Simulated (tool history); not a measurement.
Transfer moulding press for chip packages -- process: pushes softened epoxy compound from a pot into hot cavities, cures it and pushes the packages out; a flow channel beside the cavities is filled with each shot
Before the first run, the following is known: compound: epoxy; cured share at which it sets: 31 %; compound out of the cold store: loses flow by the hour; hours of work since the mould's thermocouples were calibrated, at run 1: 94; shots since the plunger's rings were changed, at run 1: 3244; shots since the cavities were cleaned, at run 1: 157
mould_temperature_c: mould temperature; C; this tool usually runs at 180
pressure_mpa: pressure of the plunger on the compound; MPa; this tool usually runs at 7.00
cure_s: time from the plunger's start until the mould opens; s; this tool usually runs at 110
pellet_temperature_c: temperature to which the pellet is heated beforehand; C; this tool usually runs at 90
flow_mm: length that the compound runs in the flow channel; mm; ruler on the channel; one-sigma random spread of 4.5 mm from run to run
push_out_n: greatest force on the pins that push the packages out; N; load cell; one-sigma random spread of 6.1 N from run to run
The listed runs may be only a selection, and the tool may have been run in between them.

run,hour,mould_temperature_c,pressure_mpa,cure_s,pellet_temperature_c,hours of work since the mould's thermocouples were calibrated,shots since the plunger's rings were changed,shots since the cavities were cleaned,incoming compound's hours out of the cold store,flow_mm,push_out_n
1,0.0,180,7.00,110,90,94,3244,157,39.7,897,314
# hour 31.8: plunger's sealing rings changed
2,42.0,180,7.00,110,90,118,96,530,9.6,1050,450
3,75.1,180,7.00,110,90,138,410,844,28.3,961,480
# hour 82.2: cavities cleaned with cleaning compound and waxed
4,103.3,180,7.00,92,90,154,663,199,9.8,1050,531
5,160.4,180,7.00,92,90,188,1204,740,17.7,1013,722
# hour 177.7: cavities cleaned with cleaning compound and waxed
6,188.3,180,7.00,110,90,204,1454,101,13.4,1023,316
7,228.7,180,7.00,110,90,229,1837,484,16.7,1000,445
# hour 275.0: cavities cleaned with cleaning compound and waxed
8,279.2,180,7.00,110,90,258,2300,40,36.9,907,269
9,310.3,180,7.00,110,90,277,2595,335,14.3,1017,419
# hour 366.6: mould's thermocouples calibrated
# hour 372.1: cavities cleaned with cleaning compound and waxed
10,373.8,180,7.00,110,90,3,3164,17,47.6,852,240
# hour 411.2: plunger's sealing rings changed
11,435.2,180,7.00,110,90,39,227,574,39.2,920,443
12,463.2,180,7.00,110,90,56,493,840,32.9,948,475
# hour 469.2: cavities cleaned with cleaning compound and waxed
13,496.4,180,7.57,110,90,75,793,258,41.7,944,354
14,537.7,180,7.57,110,90,100,1184,649,10.2,1082,460
# hour 567.1: cavities cleaned with cleaning compound and waxed
15,581.7,180,7.99,111,85,125,1587,139,33.3,1009,322
16,637.5,180,7.99,111,85,159,2115,667,20.8,1056,474
# hour 665.4: cavities cleaned with cleaning compound and waxed
17,691.3,180,7.99,111,85,191,2611,246,40.5,951,353
18,734.7,180,7.99,111,85,217,3021,656,40.0,961,446
# hour 761.9: cavities cleaned with cleaning compound and waxed
19,782.8,180,5.80,110,87,245,3463,198,34.7,830,363
# hour 790.1: plunger's sealing rings changed
20,837.4,180,5.80,110,87,276,448,691,38.2,844,472
# hour 859.9: cavities cleaned with cleaning compound and waxed
21,883.8,187,5.47,110,87,303,873,226,41.7,778,293
# hour 895.2: mould's thermocouples calibrated
22,915.5,183,6.39,110,90,12,1155,508,35.0,869,377
# hour 960.3: cavities cleaned with cleaning compound and waxed
23,967.3,180,7.49,110,83,43,1632,67,38.9,944,267
24,1029.4,180,7.49,110,83,80,2220,655,33.6,959,434
# hour 1057.2: cavities cleaned with cleaning compound and waxed
25,1096.1,180,6.02,110,90,119,2837,368,46.7,811,384
26,1137.2,180,7.95,109,90,144,3226,757,14.6,1060,487
# hour 1153.1: cavities cleaned with cleaning compound and waxed
# hour 1172.1: plunger's sealing rings changed
27,1198.3,180,7.95,109,90,178,248,404,36.7,990,406
28,1225.1,180,6.49,110,81,195,502,658,11.9,1005,475

Hidden state or all else? Some run-to-run changes of flow_mm, split into what the settings, what came in and random variation would give without the hidden state, and what is left for the hidden state (with any gauge scatter that isn't in both results):
Unlogged tool condition in this case: true mould temperature over the reading, C; pressure that reaches the compound, % of what is set; grip of the stained cavities, % over clean ones'; drift of the gauge itself on flow_mm, %; drift of the gauge itself on push_out_n, %.
Run 9 -> 10: mould's thermocouples calibrated, cavities cleaned with cleaning compound and waxed. flow_mm -165 mm: hidden state -3, all else -162.
Run 10 -> 11: plunger's sealing rings changed. flow_mm +68 mm: hidden state +25, all else +43.
Run 25 -> 26: pressure_mpa 6.02 -> 7.95, cure_s 110 -> 109. flow_mm +249 mm: hidden state -10, all else +259.
Run 26 -> 27: cavities cleaned with cleaning compound and waxed, plunger's sealing rings changed. flow_mm -70 mm: hidden state +27, all else -97.

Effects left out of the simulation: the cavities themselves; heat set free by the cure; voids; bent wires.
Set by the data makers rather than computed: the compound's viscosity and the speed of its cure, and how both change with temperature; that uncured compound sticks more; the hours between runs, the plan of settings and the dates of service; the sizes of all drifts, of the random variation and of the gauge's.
